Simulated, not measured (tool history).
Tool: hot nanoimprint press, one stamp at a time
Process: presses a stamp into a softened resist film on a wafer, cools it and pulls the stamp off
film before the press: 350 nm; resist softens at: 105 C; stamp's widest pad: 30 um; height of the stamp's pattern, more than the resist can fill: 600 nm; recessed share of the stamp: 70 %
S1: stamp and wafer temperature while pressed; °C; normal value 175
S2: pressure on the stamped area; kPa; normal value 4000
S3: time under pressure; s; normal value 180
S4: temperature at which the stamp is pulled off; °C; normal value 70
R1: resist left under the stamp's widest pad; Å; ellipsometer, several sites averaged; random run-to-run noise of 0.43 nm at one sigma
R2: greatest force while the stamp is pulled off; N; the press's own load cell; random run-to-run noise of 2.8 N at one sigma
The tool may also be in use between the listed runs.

run   hour   S1    S2   S3  S4    R1   R2
  1    0.0  175  4000  180  70  1375  162
  2    6.3  175  4000  180  66  1377  174
  3   15.3  175  4000  180  70  1373  161
  4   22.6  175  4000  180  70  1372  157
  5   33.6  175  4000  180  70  1377  164
  6   45.5  175  4000  180  70  1381  163
  7   52.8  175  4000  180  70  1376  171
  8   65.2  175  4000  180  70  1371  159
  9   79.2  175  4000  180  70  1376  168
 10   91.0  175  4000  180  70  1376  172
 11  101.8  175  6110  180  70  1071  171
 12  114.5  175  6110  180  65  1072  193
     118.3  -- plate thermocouple calibrated
 13  128.4  175  6110  126  65  1227  196
 14  134.8  175  6110  126  65  1235  202
 15  141.7  175  6110  126  65  1233  200
 16  150.2  167  5300  145  59  1608  230
 17  163.6  167  5300  145  59  1624  227
 18  170.1  178  2950  180  70  1530  184
 19  177.8  184  4000  180  70  1090  183
     192.2  -- plate thermocouple calibrated, once more
 20  194.6  170  3420  207  57  1594  243
 21  203.5  170  3420  207  57  1602  237
 22  211.8  184  3760  207  57  1032  238
 23  217.5  184  3760  207  57  1035  239
 24  225.0  185  4000  180  74  1010  161
 25  233.8  172  4000  180  75  1450  153
 26  243.9  179  4000  296  56  1004  251
 27  254.6  179  4000  296  56  1003  254
 28  263.6  179  4000  296  56  1010  253
 29  271.9  179  4000  296  56  1005  243

Predict each of these 4 candidate next runs independently; none follows another, all start after run 29:
  A  280.1  175  4000  145  70   ?   ?
  B  280.1  174  4000  124  76   ?   ?
  C  280.1  167  4000  296  57   ?   ?
  D  280.1  175  2660  296  56   ?   ?

run    R1   R2
  A  1427  183
  B  1568  151
  C  1430  261
  D  1434  259
Stripped of hidden state, with their random variation kept, the same runs would have yielded:
run    R1   R2
  A  1418  150
  B  1558  124
  C  1422  214
  D  1428  212
